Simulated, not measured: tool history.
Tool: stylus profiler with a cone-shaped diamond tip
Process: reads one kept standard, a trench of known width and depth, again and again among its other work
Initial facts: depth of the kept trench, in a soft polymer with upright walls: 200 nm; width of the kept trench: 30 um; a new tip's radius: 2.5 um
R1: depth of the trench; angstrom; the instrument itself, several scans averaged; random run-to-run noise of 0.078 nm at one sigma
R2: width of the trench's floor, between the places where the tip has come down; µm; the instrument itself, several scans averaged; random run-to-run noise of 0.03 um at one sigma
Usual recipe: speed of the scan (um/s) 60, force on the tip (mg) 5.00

{"run": 1, "hour": 0.0, "speed of the scan (um/s)": 60, "force on the tip (mg)": 5.0, "R1": 2040.1, "R2": 27.21}
{"run": 2, "hour": 50.5, "speed of the scan (um/s)": 60, "force on the tip (mg)": 3.65, "R1": 2030.0, "R2": 27.18}
{"run": 3, "hour": 84.9, "speed of the scan (um/s)": 60, "force on the tip (mg)": 6.52, "R1": 2047.4, "R2": 27.27}
{"run": 4, "hour": 134.5, "speed of the scan (um/s)": 60, "force on the tip (mg)": 2.53, "R1": 2022.8, "R2": 27.12}
{"run": 5, "hour": 167.5, "speed of the scan (um/s)": 60, "force on the tip (mg)": 5.0, "R1": 2037.4, "R2": 27.15}
{"run": 6, "hour": 222.5, "speed of the scan (um/s)": 60, "force on the tip (mg)": 2.76, "R1": 2023.1, "R2": 27.18}
{"run": 7, "hour": 254.2, "speed of the scan (um/s)": 60, "force on the tip (mg)": 2.21, "R1": 2019.1, "R2": 27.07}
{"run": 8, "hour": 307.9, "speed of the scan (um/s)": 60, "force on the tip (mg)": 2.21, "R1": 2019.0, "R2": 27.07}
{"run": 9, "hour": 354.0, "speed of the scan (um/s)": 60, "force on the tip (mg)": 3.39, "R1": 2028.4, "R2": 27.11}
{"run": 10, "hour": 381.7, "speed of the scan (um/s)": 60, "force on the tip (mg)": 3.39, "R1": 2026.7, "R2": 27.11}
{"run": 11, "hour": 415.4, "speed of the scan (um/s)": 60, "force on the tip (mg)": 10.95, "R1": 2068.8, "R2": 27.18}
{"run": 12, "hour": 462.8, "speed of the scan (um/s)": 25, "force on the tip (mg)": 5.0, "R1": 2037.6, "R2": 27.21}
{"run": 13, "hour": 492.8, "speed of the scan (um/s)": 25, "force on the tip (mg)": 5.0, "R1": 2036.9, "R2": 27.13}
{"run": 14, "hour": 533.3, "speed of the scan (um/s)": 60, "force on the tip (mg)": 5.0, "R1": 2037.8, "R2": 27.07}
{"run": 15, "hour": 560.1, "speed of the scan (um/s)": 60, "force on the tip (mg)": 5.0, "R1": 2038.2, "R2": 27.08}
{"run": 16, "hour": 612.3, "speed of the scan (um/s)": 60, "force on the tip (mg)": 1.76, "R1": 2012.8, "R2": 26.93}
{"run": 17, "hour": 647.1, "speed of the scan (um/s)": 33, "force on the tip (mg)": 5.0, "R1": 2036.3, "R2": 27.11}
{"run": 18, "hour": 670.7, "speed of the scan (um/s)": 33, "force on the tip (mg)": 5.0, "R1": 2036.3, "R2": 27.1}
{"run": 19, "hour": 715.3, "speed of the scan (um/s)": 33, "force on the tip (mg)": 5.0, "R1": 2036.0, "R2": 27.09}
{"run": 20, "hour": 754.1, "speed of the scan (um/s)": 60, "force on the tip (mg)": 5.0, "R1": 2036.8, "R2": 27.01}
{"run": 21, "hour": 802.3, "speed of the scan (um/s)": 15, "force on the tip (mg)": 5.0, "R1": 2035.5, "R2": 27.08}
{"run": 22, "hour": 833.6, "speed of the scan (um/s)": 60, "force on the tip (mg)": 12.34, "R1": 2074.1, "R2": 27.06}
{"run": 23, "hour": 857.7, "speed of the scan (um/s)": 60, "force on the tip (mg)": 12.34, "R1": 2073.2, "R2": 27.01}
{"run": 24, "hour": 894.7, "speed of the scan (um/s)": 16, "force on the tip (mg)": 4.89, "R1": 2036.0, "R2": 27.1}
{"run": 25, "hour": 939.5, "speed of the scan (um/s)": 60, "force on the tip (mg)": 3.31, "R1": 2025.1, "R2": 26.9}
{"run": 26, "hour": 975.2, "speed of the scan (um/s)": 238, "force on the tip (mg)": 7.21, "R1": 2048.5, "R2": 26.58}
{"run": 27, "hour": 1026.4, "speed of the scan (um/s)": 24, "force on the tip (mg)": 3.7, "R1": 2026.5, "R2": 27.04}
{"run": 28, "hour": 1079.9, "speed of the scan (um/s)": 181, "force on the tip (mg)": 2.49, "R1": 2018.4, "R2": 26.43}
{"run": 29, "hour": 1129.9, "speed of the scan (um/s)": 217, "force on the tip (mg)": 6.35, "R1": 2042.2, "R2": 26.58}
{"run": 30, "hour": 1169.7, "speed of the scan (um/s)": 183, "force on the tip (mg)": 6.35, "R1": 2042.0, "R2": 26.63}
{"run": 31, "hour": 1199.8, "speed of the scan (um/s)": 39, "force on the tip (mg)": 7.65, "R1": 2049.2, "R2": 26.99}
{"run": 32, "hour": 1254.1, "speed of the scan (um/s)": 100, "force on the tip (mg)": 10.47, "R1": 2063.3, "R2": 26.81}
{"run": 33, "hour": 1303.3, "speed of the scan (um/s)": 38, "force on the tip (mg)": 5.44, "R1": 2037.7, "R2": 26.95}
{"run": 34, "hour": 1354.9, "speed of the scan (um/s)": 24, "force on the tip (mg)": 2.8, "R1": 2019.3, "R2": 26.93}
{"run": 35, "hour": 1382.5, "speed of the scan (um/s)": 67, "force on the tip (mg)": 2.87, "R1": 2019.4, "R2": 26.76}
{"run": 36, "hour": 1426.1, "speed of the scan (um/s)": 67, "force on the tip (mg)": 2.87, "R1": 2019.7, "R2": 26.74}
{"run": 37, "hour": 1476.6, "speed of the scan (um/s)": 67, "force on the tip (mg)": 2.87, "R1": 2020.8, "R2": 26.76}
{"run": 38, "hour": 1518.5, "speed of the scan (um/s)": 67, "force on the tip (mg)": 2.87, "R1": 2018.6, "R2": 26.77}
{"run": 39, "hour": 1565.7, "speed of the scan (um/s)": 67, "force on the tip (mg)": 2.87, "R1": 2018.5, "R2": 26.71}
{"run": 40, "hour": 1588.8, "speed of the scan (um/s)": 31, "force on the tip (mg)": 6.73, "R1": 2043.7, "R2": 26.88}
{"run": 41, "hour": 1624.8, "speed of the scan (um/s)": 62, "force on the tip (mg)": 4.39, "R1": 2030.2, "R2": 26.75}
{"run": 42, "hour": 1669.9, "speed of the scan (um/s)": 110, "force on the tip (mg)": 2.39, "R1": 2014.9, "R2": 26.51}
{"run": 43, "hour": 1719.1, "speed of the scan (um/s)": 110, "force on the tip (mg)": 2.39, "R1": 2014.0, "R2": 26.53}
{"run": 44, "hour": 1769.9, "speed of the scan (um/s)": 187, "force on the tip (mg)": 9.15, "R1": 2053.7, "R2": 26.51}
{"run": 45, "hour": 1822.9, "speed of the scan (um/s)": 16, "force on the tip (mg)": 5.93, "R1": 2036.3, "R2": 26.82}
{"run": 46, "hour": 1863.5, "speed of the scan (um/s)": 16, "force on the tip (mg)": 2.65, "R1": 2017.6, "R2": 26.8}

Each row is a separate what-if for the run after 46, all from the same tool condition, not one after another. Results?
{"run": "A", "hour": 1889.5, "speed of the scan (um/s)": 16, "force on the tip (mg)": 13.28, "R1": "?", "R2": "?"}
{"run": "B", "hour": 1889.5, "speed of the scan (um/s)": 39, "force on the tip (mg)": 8.19, "R1": "?", "R2": "?"}
{"run": "C", "hour": 1889.5, "speed of the scan (um/s)": 124, "force on the tip (mg)": 8.75, "R1": "?", "R2": "?"}
{"run": "D", "hour": 1889.5, "speed of the scan (um/s)": 19, "force on the tip (mg)": 3.6, "R1": "?", "R2": "?"}

run=A R1=2075.0 R2=26.80
run=B R1=2050.2 R2=26.78
run=C R1=2051.9 R2=26.62
run=D R1=2021.1 R2=26.85
Had the tool no hidden state, the same runs would have come out as:
run=A R1=2088.8 R2=27.99
run=B R1=2063.8 R2=27.96
run=C R1=2065.6 R2=27.80
run=D R1=2034.5 R2=28.03
